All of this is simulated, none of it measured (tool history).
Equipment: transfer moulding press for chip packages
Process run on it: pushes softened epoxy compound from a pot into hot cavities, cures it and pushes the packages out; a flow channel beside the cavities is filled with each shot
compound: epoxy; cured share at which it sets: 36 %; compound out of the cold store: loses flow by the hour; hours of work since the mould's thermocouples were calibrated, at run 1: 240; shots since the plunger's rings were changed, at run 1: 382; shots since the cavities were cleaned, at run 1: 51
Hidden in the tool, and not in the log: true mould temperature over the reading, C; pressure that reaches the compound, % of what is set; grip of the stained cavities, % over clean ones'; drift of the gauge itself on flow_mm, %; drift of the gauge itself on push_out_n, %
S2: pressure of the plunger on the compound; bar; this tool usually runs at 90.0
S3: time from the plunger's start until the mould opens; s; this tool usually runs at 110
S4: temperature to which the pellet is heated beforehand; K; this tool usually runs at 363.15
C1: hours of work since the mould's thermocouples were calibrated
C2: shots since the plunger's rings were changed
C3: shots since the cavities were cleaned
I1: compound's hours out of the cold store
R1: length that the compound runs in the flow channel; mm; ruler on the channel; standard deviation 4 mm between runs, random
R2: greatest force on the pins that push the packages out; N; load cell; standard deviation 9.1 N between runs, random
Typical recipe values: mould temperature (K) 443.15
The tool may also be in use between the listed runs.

run 1 day=0.000 | mould_temperature_(K)=443.15 S2=90.0 S3=110 S4=363.15 | C1=240 C2=382 C3=51 | I1=10.0 | R1=853 R2=472
run 2 day=0.362 | mould_temperature_(K)=443.15 S2=90.0 S3=110 S4=363.15 | C1=247 C2=488 C3=157 | I1=39.9 | R1=777 R2=584
run 3 day=0.750 | mould_temperature_(K)=443.15 S2=90.0 S3=110 S4=363.15 | C1=253 C2=601 C3=270 | I1=21.3 | R1=807 R2=661
run 4 day=0.996 | mould_temperature_(K)=443.15 S2=90.0 S3=110 S4=363.15 | C1=258 C2=673 C3=342 | I1=16.2 | R1=838 R2=685
run 5 day=1.225 | mould_temperature_(K)=443.15 S2=80.8 S3=110 S4=363.15 | C1=262 C2=740 C3=409 | I1=41.8 | R1=725 R2=711
-- day=1.346 mould's thermocouples calibrated
run 6 day=1.492 | mould_temperature_(K)=443.15 S2=80.8 S3=110 S4=363.15 | C1=3 C2=794 C3=463 | I1=30.9 | R1=748 R2=741
run 7 day=1.796 | mould_temperature_(K)=446.15 S2=82.0 S3=110 S4=363.15 | C1=8 C2=882 C3=551 | I1=11.7 | R1=787 R2=752
run 8 day=2.042 | mould_temperature_(K)=446.15 S2=82.0 S3=110 S4=363.15 | C1=12 C2=954 C3=623 | I1=41.7 | R1=714 R2=736
run 9 day=2.421 | mould_temperature_(K)=444.15 S2=99.9 S3=136 S4=356.15 | C1=19 C2=1065 C3=734 | I1=16.8 | R1=865 R2=748
run 10 day=2.775 | mould_temperature_(K)=443.15 S2=98.7 S3=110 S4=363.15 | C1=25 C2=1168 C3=837 | I1=19.8 | R1=849 R2=860
-- day=2.992 cavities cleaned with cleaning compound and waxed
run 11 day=3.117 | mould_temperature_(K)=439.15 S2=75.4 S3=142 S4=365.15 | C1=30 C2=1250 C3=37 | I1=13.9 | R1=771 R2=432

3 ways to go on from here, each from the tool as it stands after run 11. What would each give?
run A day=3.325 | mould_temperature_(K)=450.15 S2=100.5 S3=113 S4=363.15 | C1=34 C2=1311 C3=98 | I1=35.8 | R1=? R2=?
run B day=3.325 | mould_temperature_(K)=443.15 S2=90.0 S3=110 S4=358.15 | C1=34 C2=1311 C3=98 | I1=20.2 | R1=? R2=?
run C day=3.325 | mould_temperature_(K)=443.15 S2=90.0 S3=150 S4=365.15 | C1=34 C2=1311 C3=98 | I1=21.1 | R1=? R2=?

run=A R1=786 R2=481
run=B R1=806 R2=529
run=C R1=809 R2=474
Without the tool's unlogged condition, the same runs would have read:
run=A R1=808 R2=374
run=B R1=828 R2=413
run=C R1=831 R2=369
